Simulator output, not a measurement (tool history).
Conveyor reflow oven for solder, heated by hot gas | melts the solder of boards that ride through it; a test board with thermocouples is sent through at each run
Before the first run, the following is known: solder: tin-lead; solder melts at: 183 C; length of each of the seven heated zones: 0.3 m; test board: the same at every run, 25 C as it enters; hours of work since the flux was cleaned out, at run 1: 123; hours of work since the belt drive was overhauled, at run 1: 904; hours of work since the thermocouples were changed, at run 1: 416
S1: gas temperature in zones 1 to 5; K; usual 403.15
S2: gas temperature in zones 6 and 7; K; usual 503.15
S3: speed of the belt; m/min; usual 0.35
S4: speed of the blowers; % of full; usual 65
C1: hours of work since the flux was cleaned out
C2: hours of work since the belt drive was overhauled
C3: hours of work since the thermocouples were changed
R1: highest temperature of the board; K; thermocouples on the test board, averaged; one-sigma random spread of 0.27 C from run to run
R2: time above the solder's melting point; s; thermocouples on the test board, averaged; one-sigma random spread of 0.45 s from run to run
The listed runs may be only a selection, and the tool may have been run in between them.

| run | hour | S1 | S2 | S3 | S4 | C1 | C2 | C3 | R1 | R2 |
|---|---|---|---|---|---|---|---|---|---|---|
| 1 | 0 | 403.15 | 503.15 | 0.35 | 65 | 123 | 904 | 416 | 485.35 | 66.8 |
| 2 | 32.6 | 403.15 | 503.15 | 0.35 | 65 | 144 | 926 | 437 | 485.15 | 67.6 |
| 3 | 56.7 | 403.15 | 503.15 | 0.35 | 65 | 160 | 941 | 453 | 484.75 | 67.3 |
| 4 | 81 | 403.15 | 496.15 | 0.35 | 65 | 176 | 957 | 469 | 479.15 | 58.9 |
| 5 | 101.5 | 403.15 | 503.15 | 0.35 | 65 | 189 | 971 | 482 | 484.85 | 66.8 |
| 6 | 128.4 | 403.15 | 503.15 | 0.35 | 70 | 207 | 988 | 500 | 486.35 | 69.1 |
|  | 144.1 | belt drive overhauled, speed set with a stopwatch |
| 7 | 170.4 | 403.15 | 503.15 | 0.35 | 70 | 232 | 17 | 525 | 485.75 | 67.6 |
| 8 | 199.1 | 403.15 | 503.15 | 0.35 | 70 | 251 | 36 | 544 | 485.85 | 67.6 |
| 9 | 234.3 | 403.15 | 503.15 | 0.35 | 51 | 274 | 59 | 566 | 479.85 | 57 |
| 10 | 271.7 | 403.15 | 503.15 | 0.311 | 77 | 298 | 83 | 591 | 490.65 | 84.2 |
| 11 | 296.9 | 393.15 | 503.15 | 0.335 | 66 | 314 | 100 | 607 | 483.75 | 63.7 |
| 12 | 336.8 | 408.15 | 508.15 | 0.381 | 78 | 340 | 126 | 633 | 488.45 | 67 |
| 13 | 377.4 | 408.15 | 498.15 | 0.386 | 71 | 367 | 152 | 660 | 477.85 | 53.1 |
| 14 | 398.8 | 408.15 | 498.15 | 0.337 | 83 | 381 | 166 | 674 | 484.85 | 72.8 |
| 15 | 423.1 | 408.15 | 498.15 | 0.337 | 83 | 397 | 182 | 690 | 485.15 | 73.1 |
| 16 | 464.6 | 391.15 | 493.15 | 0.315 | 77 | 424 | 209 | 717 | 478.75 | 61.8 |
|  | 480.9 | flux residue cleaned out of gas plates and filters |
| 17 | 512.5 | 403.15 | 503.15 | 0.35 | 89 | 21 | 237 | 745 | 492.25 | 77.3 |

A few steps of R1 between consecutive runs. Split each: what settings, incoming material and random variation would produce without the hidden state, and what is left over for the hidden state, along with gauge scatter present in only one of the two compared results (measured, and without hidden state):
Hidden state at play: heat that the gas passes to the board, % of a clean oven's; belt's true speed, % of the reading; true gas temperature in zones 6 and 7 over the reading, C; drift of the gauge itself on peak_c, C; drift of the gauge itself on liquid_s, %.
Run 16 -> 17: S1 391.15 -> 403.15, S2 493.15 -> 503.15, S3 0.315 -> 0.35, S4 77 -> 89, flux residue cleaned out of gas plates and filters. R1 +13.5 K: hidden state +3.7, all else +9.8.
